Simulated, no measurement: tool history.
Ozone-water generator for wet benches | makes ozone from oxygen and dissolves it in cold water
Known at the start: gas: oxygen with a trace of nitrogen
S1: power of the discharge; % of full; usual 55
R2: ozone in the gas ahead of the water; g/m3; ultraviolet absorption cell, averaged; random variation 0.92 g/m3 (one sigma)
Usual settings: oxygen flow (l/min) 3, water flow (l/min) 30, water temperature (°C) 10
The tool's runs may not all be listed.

{"run": 1, "day": 0.0, "S1": 55, "oxygen flow (l/min)": 3, "water flow (l/min)": 30, "water temperature (°C)": 10, "dissolved ozone (ppm)": 8.1, "R2": 145.4}
{"run": 2, "day": 2.567, "S1": 55, "oxygen flow (l/min)": 3, "water flow (l/min)": 30, "water temperature (°C)": 10, "dissolved ozone (ppm)": 8.1, "R2": 145}
{"run": 3, "day": 5.812, "S1": 55, "oxygen flow (l/min)": 3, "water flow (l/min)": 30, "water temperature (°C)": 10, "dissolved ozone (ppm)": 8.2, "R2": 144.6}
{"run": 4, "day": 10.592, "S1": 55, "oxygen flow (l/min)": 3, "water flow (l/min)": 30, "water temperature (°C)": 10, "dissolved ozone (ppm)": 8.2, "R2": 142.8}
{"run": 5, "day": 13.938, "S1": 55, "oxygen flow (l/min)": 3, "water flow (l/min)": 30, "water temperature (°C)": 10, "dissolved ozone (ppm)": 8.2, "R2": 144.9}
{"run": 6, "day": 17.229, "S1": 55, "oxygen flow (l/min)": 3, "water flow (l/min)": 30, "water temperature (°C)": 10, "dissolved ozone (ppm)": 8.1, "R2": 143.8}
{"run": 7, "day": 21.612, "S1": 55, "oxygen flow (l/min)": 3, "water flow (l/min)": 30, "water temperature (°C)": 10, "dissolved ozone (ppm)": 8.1, "R2": 143.1}
{"run": 8, "day": 25.221, "S1": 55, "oxygen flow (l/min)": 3, "water flow (l/min)": 30, "water temperature (°C)": 10, "dissolved ozone (ppm)": 8.3, "R2": 144.9}
{"run": 9, "day": 30.062, "S1": 55, "oxygen flow (l/min)": 3, "water flow (l/min)": 30, "water temperature (°C)": 10, "dissolved ozone (ppm)": 8.1, "R2": 144.2}
{"run": 10, "day": 33.367, "S1": 55, "oxygen flow (l/min)": 3, "water flow (l/min)": 30, "water temperature (°C)": 10, "dissolved ozone (ppm)": 8.3, "R2": 144.9}
{"run": 11, "day": 35.879, "S1": 55, "oxygen flow (l/min)": 3, "water flow (l/min)": 30, "water temperature (°C)": 10, "dissolved ozone (ppm)": 8.2, "R2": 141.6}
{"run": 12, "day": 37.958, "S1": 55, "oxygen flow (l/min)": 3.83, "water flow (l/min)": 30, "water temperature (°C)": 10, "dissolved ozone (ppm)": 8.8, "R2": 126.8}
{"run": 13, "day": 42.4, "S1": 55, "oxygen flow (l/min)": 3, "water flow (l/min)": 46, "water temperature (°C)": 10, "dissolved ozone (ppm)": 5.2, "R2": 143.8}
{"run": 14, "day": 46.9, "S1": 55, "oxygen flow (l/min)": 3, "water flow (l/min)": 46, "water temperature (°C)": 10, "dissolved ozone (ppm)": 4.9, "R2": 143.3}
{"run": 15, "day": 51.625, "S1": 55, "oxygen flow (l/min)": 4.18, "water flow (l/min)": 30, "water temperature (°C)": 10, "dissolved ozone (ppm)": 8.9, "R2": 122.2}
{"run": 16, "day": 56.379, "S1": 55, "oxygen flow (l/min)": 3, "water flow (l/min)": 30, "water temperature (°C)": 10, "dissolved ozone (ppm)": 8.1, "R2": 141.5}
{"run": 17, "day": 58.779, "S1": 55, "oxygen flow (l/min)": 3, "water flow (l/min)": 30, "water temperature (°C)": 10, "dissolved ozone (ppm)": 8.3, "R2": 141.9}
{"run": 18, "day": 61.492, "S1": 55, "oxygen flow (l/min)": 4.99, "water flow (l/min)": 30, "water temperature (°C)": 15, "dissolved ozone (ppm)": 9, "R2": 112.5}
{"run": 19, "day": 63.871, "S1": 55, "oxygen flow (l/min)": 4.99, "water flow (l/min)": 30, "water temperature (°C)": 15, "dissolved ozone (ppm)": 8.9, "R2": 112.2}
{"run": 20, "day": 67.388, "S1": 64, "oxygen flow (l/min)": 2.4, "water flow (l/min)": 30, "water temperature (°C)": 10, "dissolved ozone (ppm)": 8.1, "R2": 170.7}
{"run": 21, "day": 71.383, "S1": 73, "oxygen flow (l/min)": 3, "water flow (l/min)": 37, "water temperature (°C)": 11, "dissolved ozone (ppm)": 7.4, "R2": 167.6}
{"run": 22, "day": 73.904, "S1": 73, "oxygen flow (l/min)": 3, "water flow (l/min)": 37, "water temperature (°C)": 11, "dissolved ozone (ppm)": 7.3, "R2": 166.7}
{"run": 23, "day": 78.642, "S1": 73, "oxygen flow (l/min)": 3, "water flow (l/min)": 37, "water temperature (°C)": 11, "dissolved ozone (ppm)": 7.3, "R2": 165.6}
{"run": 24, "day": 81.162, "S1": 73, "oxygen flow (l/min)": 3.46, "water flow (l/min)": 37, "water temperature (°C)": 11, "dissolved ozone (ppm)": 7.7, "R2": 154.9}
{"run": 25, "day": 85.692, "S1": 55, "oxygen flow (l/min)": 2.66, "water flow (l/min)": 30, "water temperature (°C)": 10, "dissolved ozone (ppm)": 7.5, "R2": 147.8}
{"run": 26, "day": 89.683, "S1": 76, "oxygen flow (l/min)": 4.56, "water flow (l/min)": 40, "water temperature (°C)": 14, "dissolved ozone (ppm)": 8.1, "R2": 138.7}
{"run": 27, "day": 93.504, "S1": 76, "oxygen flow (l/min)": 4.56, "water flow (l/min)": 40, "water temperature (°C)": 14, "dissolved ozone (ppm)": 7.6, "R2": 139.2}
{"run": 28, "day": 98.029, "S1": 55, "oxygen flow (l/min)": 3, "water flow (l/min)": 34, "water temperature (°C)": 7, "dissolved ozone (ppm)": 6.9, "R2": 140.6}
{"run": 29, "day": 102.621, "S1": 55, "oxygen flow (l/min)": 3, "water flow (l/min)": 34, "water temperature (°C)": 7, "dissolved ozone (ppm)": 7, "R2": 138.7}
{"run": 30, "day": 107.508, "S1": 54, "oxygen flow (l/min)": 3, "water flow (l/min)": 32, "water temperature (°C)": 10, "dissolved ozone (ppm)": 7.2, "R2": 136.7}
{"run": 31, "day": 111.108, "S1": 54, "oxygen flow (l/min)": 3, "water flow (l/min)": 32, "water temperature (°C)": 10, "dissolved ozone (ppm)": 7.4, "R2": 138}
{"run": 32, "day": 113.438, "S1": 54, "oxygen flow (l/min)": 3, "water flow (l/min)": 32, "water temperature (°C)": 10, "dissolved ozone (ppm)": 7.1, "R2": 137.6}

Some steps in dissolved ozone (ppm) between neighbouring runs. How much of each would the tool show without its hidden state too (settings, what came in, random variation), and how much is left for the hidden state, with any gauge scatter that isn't in both results?
The hidden state here: yield of the discharge, % of new electrodes'; contactor's efficiency, % of a clean one's; true water temperature over the reading, C; drift of the gauge itself on ozone_ppm, %; drift of the gauge itself on gas_g_m3, %.
Run 12 -> 13: oxygen flow (l/min) 3.83 -> 3, water flow (l/min) 30 -> 46. dissolved ozone (ppm) -3.6: hidden state +0.4, all else -4.
Run 14 -> 15: oxygen flow (l/min) 3 -> 4.18, water flow (l/min) 46 -> 30. dissolved ozone (ppm) +4: hidden state -0.5, all else +4.5.
Run 15 -> 16: oxygen flow (l/min) 4.18 -> 3. dissolved ozone (ppm) -0.8: hidden state +0.2, all else -1.
Run 27 -> 28: S1 76 -> 55, oxygen flow (l/min) 4.56 -> 3, water flow (l/min) 40 -> 34, water temperature (°C) 14 -> 7. dissolved ozone (ppm) -0.7: hidden state +0.3, all else -1.
